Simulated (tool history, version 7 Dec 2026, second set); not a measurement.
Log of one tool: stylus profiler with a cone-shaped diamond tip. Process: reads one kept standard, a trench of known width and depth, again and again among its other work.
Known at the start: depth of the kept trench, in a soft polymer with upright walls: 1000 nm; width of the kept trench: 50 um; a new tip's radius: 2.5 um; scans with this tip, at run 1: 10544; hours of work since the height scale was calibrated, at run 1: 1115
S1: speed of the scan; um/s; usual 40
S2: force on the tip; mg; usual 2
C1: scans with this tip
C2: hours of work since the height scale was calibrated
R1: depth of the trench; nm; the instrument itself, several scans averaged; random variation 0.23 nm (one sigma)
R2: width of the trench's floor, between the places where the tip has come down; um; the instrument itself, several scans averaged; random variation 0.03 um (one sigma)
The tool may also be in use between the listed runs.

Run 1, hour 0: usual settings; C1 10544; C2 1115. Result: R1 1006.74 nm, R2 44.7 um.
Run 2, hour 50.1: usual settings; C1 10895; C2 1152. Result: R1 1006.4 nm, R2 44.7 um.
Run 3, hour 88.9: usual settings; C1 11168; C2 1180. Result: R1 1005.66 nm, R2 44.61 um.
Run 4, hour 131.7: usual settings but S2 0.81 mg; C1 11467; C2 1212. Result: R1 1002.03 nm, R2 44.43 um.
Run 5, hour 170.1: usual settings but S2 0.81 mg; C1 11736; C2 1241. Result: R1 1001.71 nm, R2 44.53 um.
Run 6, hour 203.6: usual settings but S2 0.81 mg; C1 11971; C2 1265. Result: R1 1002.19 nm, R2 44.49 um.
Run 7, hour 252.9: usual settings but S2 0.81 mg; C1 12317; C2 1302. Result: R1 1002.38 nm, R2 44.46 um.
Run 8, hour 297.9: usual settings but S2 0.81 mg; C1 12632; C2 1335. Result: R1 1001.53 nm, R2 44.47 um.
Run 9, hour 338.8: usual settings but S1 18 um/s; C1 12919; C2 1366. Result: R1 1006.12 nm, R2 44.49 um.
Run 10, hour 379.1: usual settings but S2 1.41 mg; C1 13201; C2 1395. Result: R1 1004 nm, R2 44.41 um.
Run 11, hour 402.2: usual settings but S1 13 um/s; C1 13363; C2 1413. Result: R1 1005.73 nm, R2 44.45 um.
Run 12, hour 427.5: usual settings but S1 13 um/s; C1 13541; C2 1431. Result: R1 1006.12 nm, R2 44.45 um.
Run 13, hour 472.9: usual settings but S1 13 um/s; C1 13859; C2 1465. Result: R1 1005.6 nm, R2 44.41 um.
Run 14, hour 496.1: usual settings but S1 13 um/s; C1 14022; C2 1482. Result: R1 1005.49 nm, R2 44.4 um.
Run 15, hour 528: usual settings but S1 13 um/s; C1 14245; C2 1506. Result: R1 1005.36 nm, R2 44.35 um.
Run 16, hour 550.2: usual settings but S1 13 um/s; C1 14401; C2 1522. Result: R1 1005.53 nm, R2 44.35 um.
Run 17, hour 598.2: usual settings but S1 13 um/s, S2 0.97 mg; C1 14737; C2 1558. Result: R1 1002.15 nm, R2 44.29 um.
Run 18, hour 641.9: usual settings but S1 13 um/s, S2 0.97 mg; C1 15043; C2 1590. Result: R1 1001.92 nm, R2 44.28 um.
At hour 647.2: height scale calibrated on a step standard.
Run 19, hour 686: usual settings but S1 13 um/s, S2 0.97 mg; C1 15349; C2 29. Result: R1 1000.46 nm, R2 44.29 um.
Run 20, hour 719.5: usual settings but S1 13 um/s, S2 0.97 mg; C1 15584; C2 54. Result: R1 1000.54 nm, R2 44.24 um.
At hour 735.4: height scale calibrated on a step standard, once more.
Run 21, hour 760.8: usual settings but S2 5.12 mg; C1 15870; C2 19. Result: R1 1016.29 nm, R2 44.17 um.
Run 22, hour 805.8: usual settings but S2 1.06 mg; C1 16185; C2 52. Result: R1 1005.43 nm, R2 44.13 um.
Run 23, hour 850.2: usual settings but S2 2.89 mg; C1 16496; C2 85. Result: R1 1010.86 nm, R2 44.13 um.
Run 24, hour 882.2: usual settings but S1 34 um/s, S2 2.89 mg; C1 16721; C2 109. Result: R1 1010.95 nm, R2 44.08 um.
Run 25, hour 918.3: usual settings but S1 58 um/s, S2 1.45 mg; C1 16973; C2 135. Result: R1 1006.58 nm, R2 43.97 um.
Run 26, hour 955.1: usual settings but S1 58 um/s, S2 1.45 mg; C1 17231; C2 163. Result: R1 1006.88 nm, R2 43.9 um.
Run 27, hour 994.5: usual settings but S1 58 um/s, S2 1.45 mg; C1 17508; C2 192. Result: R1 1006.45 nm, R2 43.96 um.
Run 28, hour 1020.2: usual settings but S1 64 um/s, S2 2.49 mg; C1 17687; C2 211. Result: R1 1009.45 nm, R2 43.93 um.
Run 29, hour 1045.8: usual settings but S1 95 um/s, S2 3.41 mg; C1 17867; C2 230. Result: R1 1011.82 nm, R2 43.86 um.
Run 30, hour 1075.3: usual settings but S1 95 um/s, S2 3.41 mg; C1 18074; C2 252. Result: R1 1011.93 nm, R2 43.84 um.
At hour 1085.4: new tip fitted, height scale calibrated.
Run 31, hour 1114.1: usual settings but S1 52 um/s, S2 1.71 mg; C1 202; C2 21. Result: R1 1008.03 nm, R2 45.91 um.
Run 32, hour 1148.6: usual settings but S1 73 um/s, S2 1.71 mg; C1 444; C2 47. Result: R1 1007.63 nm, R2 45.76 um.

The next listed run, before its measurement:
Run 33, hour 1170.5: usual settings but S1 29 um/s, S2 1.71 mg; C1 597; C2 63. Result: R1 ?, R2 ?.

R1: 1007.74 nm
R2: 45.84 um
Without the tool's hidden state the same run would have given R1 1008.03 nm, R2 45.88 um.
